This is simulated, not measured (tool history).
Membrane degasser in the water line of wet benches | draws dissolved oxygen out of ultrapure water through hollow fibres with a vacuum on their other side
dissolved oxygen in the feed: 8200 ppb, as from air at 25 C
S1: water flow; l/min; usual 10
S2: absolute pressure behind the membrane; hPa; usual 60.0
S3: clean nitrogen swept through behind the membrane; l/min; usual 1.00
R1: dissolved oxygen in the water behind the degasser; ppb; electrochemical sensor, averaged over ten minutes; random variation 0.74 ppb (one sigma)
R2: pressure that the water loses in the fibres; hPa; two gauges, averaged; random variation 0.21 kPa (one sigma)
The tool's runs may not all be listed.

{"run": 1, "day": 0.0, "S1": 10, "S2": 60.0, "S3": 1.0, "R1": 68.5, "R2": 476.6}
{"run": 2, "day": 7.575, "S1": 10, "S2": 60.0, "S3": 1.0, "R1": 67.6, "R2": 479.5}
{"run": 3, "day": 15.55, "S1": 10, "S2": 60.0, "S3": 1.0, "R1": 68.6, "R2": 477.4}
{"run": 4, "day": 25.746, "S1": 10, "S2": 60.0, "S3": 1.0, "R1": 69.3, "R2": 477.1}
{"run": 5, "day": 34.767, "S1": 10, "S2": 60.0, "S3": 1.0, "R1": 66.8, "R2": 474.7}
{"run": 6, "day": 43.512, "S1": 10, "S2": 58.4, "S3": 1.0, "R1": 63.9, "R2": 476.1}
{"day": 49.621, "done": "seals of the vacuum lines changed"}
{"run": 7, "day": 51.967, "S1": 10, "S2": 60.0, "S3": 1.0, "R1": 67.6, "R2": 478.4}
{"run": 8, "day": 57.071, "S1": 10, "S2": 60.0, "S3": 1.0, "R1": 66.3, "R2": 479.1}
{"run": 9, "day": 67.55, "S1": 10, "S2": 60.0, "S3": 1.0, "R1": 68.6, "R2": 480.8}
{"run": 10, "day": 78.171, "S1": 10, "S2": 144.6, "S3": 1.0, "R1": 260.0, "R2": 479.7}
{"run": 11, "day": 83.258, "S1": 10, "S2": 144.6, "S3": 1.0, "R1": 260.0, "R2": 481.1}
{"run": 12, "day": 91.262, "S1": 10, "S2": 60.0, "S3": 1.09, "R1": 61.0, "R2": 477.4}
{"run": 13, "day": 97.925, "S1": 10, "S2": 60.0, "S3": 1.0, "R1": 67.2, "R2": 475.1}
{"run": 14, "day": 106.871, "S1": 10, "S2": 60.0, "S3": 1.0, "R1": 66.6, "R2": 482.9}
{"day": 113.125, "done": "vacuum gauge calibrated"}
{"run": 15, "day": 118.575, "S1": 6, "S2": 60.0, "S3": 1.0, "R1": 41.8, "R2": 291.6}
{"run": 16, "day": 127.988, "S1": 6, "S2": 60.0, "S3": 0.77, "R1": 52.4, "R2": 288.6}
{"run": 17, "day": 138.546, "S1": 9, "S2": 108.1, "S3": 1.12, "R1": 146.3, "R2": 434.6}
{"run": 18, "day": 149.546, "S1": 10, "S2": 144.2, "S3": 0.54, "R1": 447.7, "R2": 485.8}
{"run": 19, "day": 159.612, "S1": 10, "S2": 144.2, "S3": 0.83, "R1": 306.8, "R2": 482.3}
{"run": 20, "day": 166.15, "S1": 10, "S2": 60.0, "S3": 1.34, "R1": 51.6, "R2": 483.8}

The next listed run, before its measurement:
{"run": 21, "day": 177.075, "S1": 8, "S2": 60.0, "S3": 1.34, "R1": "?", "R2": "?"}

Run 21 gave R1 41.7 ppb, R2 381.5 hPa.
Without the tool's hidden state the same run would have given R1 41.6 ppb, R2 375.8 hPa.

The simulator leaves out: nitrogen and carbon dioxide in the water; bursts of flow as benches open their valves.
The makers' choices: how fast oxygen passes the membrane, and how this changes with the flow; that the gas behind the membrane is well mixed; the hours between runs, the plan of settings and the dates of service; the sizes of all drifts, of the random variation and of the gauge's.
